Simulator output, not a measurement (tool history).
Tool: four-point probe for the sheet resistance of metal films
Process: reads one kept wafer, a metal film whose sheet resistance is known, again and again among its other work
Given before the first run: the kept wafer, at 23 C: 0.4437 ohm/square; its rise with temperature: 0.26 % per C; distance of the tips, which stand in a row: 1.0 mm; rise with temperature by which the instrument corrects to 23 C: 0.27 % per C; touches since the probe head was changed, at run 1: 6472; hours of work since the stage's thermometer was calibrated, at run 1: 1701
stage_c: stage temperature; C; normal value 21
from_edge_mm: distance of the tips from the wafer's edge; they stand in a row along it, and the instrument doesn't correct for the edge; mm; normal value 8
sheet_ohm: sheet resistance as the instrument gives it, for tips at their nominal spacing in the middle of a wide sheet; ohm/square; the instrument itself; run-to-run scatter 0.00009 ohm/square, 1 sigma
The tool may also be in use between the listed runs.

| run | hour | stage_c | from_edge_mm | touches since the probe head was changed | hours of work since the stage's thermometer was calibrated | sheet_ohm |
|---|---|---|---|---|---|---|
| 1 | 0 | 21 | 8 | 6472 | 1701 | 0.449558 |
| 2 | 139.3 | 21 | 8 | 14439 | 1805 | 0.449658 |
| 3 | 244.2 | 21 | 4 | 20436 | 1883 | 0.460599 |
| 4 | 366.8 | 21 | 4 | 27451 | 1974 | 0.46066 |
| 5 | 505 | 21 | 4 | 35355 | 2077 | 0.46091 |
|  | 575.1 | stage's thermometer calibrated |
| 6 | 616.3 | 21 | 4 | 41690 | 31 | 0.462006 |
| 7 | 716.7 | 21 | 8 | 47434 | 106 | 0.451553 |
| 8 | 849.5 | 26 | 8 | 55031 | 205 | 0.451184 |
| 9 | 931.4 | 26 | 8 | 59714 | 266 | 0.451317 |
| 10 | 1068.4 | 21 | 5 | 67550 | 368 | 0.457356 |
| 11 | 1209.3 | 21 | 5 | 75611 | 473 | 0.457388 |
| 12 | 1295.6 | 21 | 5 | 80543 | 538 | 0.457701 |
| 13 | 1368.7 | 21 | 5 | 84726 | 592 | 0.457532 |
|  | 1430.8 | new probe head fitted |
| 14 | 1430.8 | 21 | 4 | 0 | 638 | 0.458398 |
| 15 | 1548.9 | 21 | 68 | 6754 | 726 | 0.444233 |
| 16 | 1673.2 | 21 | 68 | 13863 | 819 | 0.444402 |
| 17 | 1767.7 | 21 | 68 | 19270 | 889 | 0.444393 |
| 18 | 1894.2 | 21 | 68 | 26505 | 984 | 0.444533 |
| 19 | 1968.6 | 21 | 68 | 30762 | 1039 | 0.44467 |
| 20 | 2090.9 | 21 | 68 | 37753 | 1131 | 0.444733 |
| 21 | 2165 | 21 | 68 | 41993 | 1186 | 0.444937 |
| 22 | 2307.3 | 21 | 8 | 50133 | 1292 | 0.448697 |
| 23 | 2405.5 | 21 | 8 | 55750 | 1365 | 0.448852 |
| 24 | 2542.2 | 33 | 18 | 63569 | 1467 | 0.445507 |
| 25 | 2624.6 | 25 | 8 | 68281 | 1529 | 0.448945 |
| 26 | 2741.6 | 20 | 22 | 74971 | 1616 | 0.446026 |
| 27 | 2868.4 | 21 | 3 | 82224 | 1711 | 0.47053 |
|  | 2968.8 | new probe head fitted |
| 28 | 2994.6 | 31 | 10 | 1475 | 1804 | 0.443017 |
| 29 | 3104.8 | 23 | 10 | 7780 | 1887 | 0.443479 |
| 30 | 3222.5 | 21 | 7 | 14508 | 1974 | 0.446175 |
| 31 | 3333.4 | 31 | 4 | 20852 | 2057 | 0.455516 |
|  | 3426 | stage's thermometer calibrated |
| 32 | 3476.3 | 23 | 6 | 28995 | 38 | 0.448779 |
| 33 | 3608.6 | 34 | 5 | 36567 | 136 | 0.451082 |
| 34 | 3713 | 34 | 5 | 42536 | 214 | 0.451218 |
| 35 | 3802.8 | 19 | 35 | 47669 | 281 | 0.442773 |
| 36 | 3945.4 | 28 | 9 | 55829 | 388 | 0.445581 |
| 37 | 4041.5 | 21 | 65 | 61323 | 459 | 0.442978 |
| 38 | 4133 | 21 | 65 | 66559 | 528 | 0.442948 |
| 39 | 4202.1 | 21 | 65 | 70507 | 579 | 0.443105 |
| 40 | 4342.4 | 28 | 12 | 78531 | 684 | 0.444541 |
| 41 | 4480 | 28 | 6 | 86405 | 787 | 0.449619 |
|  | 4508.7 | new probe head fitted |
| 42 | 4572.6 | 27 | 8 | 3653 | 855 | 0.444689 |
| 43 | 4678.9 | 27 | 8 | 9733 | 934 | 0.444583 |
| 44 | 4815.8 | 21 | 21 | 17563 | 1037 | 0.441968 |

Forecast each of these 5 alternatives for the next run:
| A | 4873.1 | 34 | 8 | 20839 | 1079 | ? |
| B | 4873.1 | 18 | 22 | 20839 | 1079 | ? |
| C | 4873.1 | 26 | 29 | 20839 | 1079 | ? |
| D | 4873.1 | 20 | 8 | 20839 | 1079 | ? |
| E | 4873.1 | 32 | 37 | 20839 | 1079 | ? |

| run | sheet_ohm |
|---|---|
| A | 0.444753 |
| B | 0.442138 |
| C | 0.441683 |
| D | 0.445304 |
| E | 0.441362 |
What these runs would have given with no unlogged condition in the tool:
| run | sheet_ohm |
|---|---|
| A | 0.447005 |
| B | 0.444398 |
| C | 0.44393 |
| D | 0.447576 |
| E | 0.4436 |
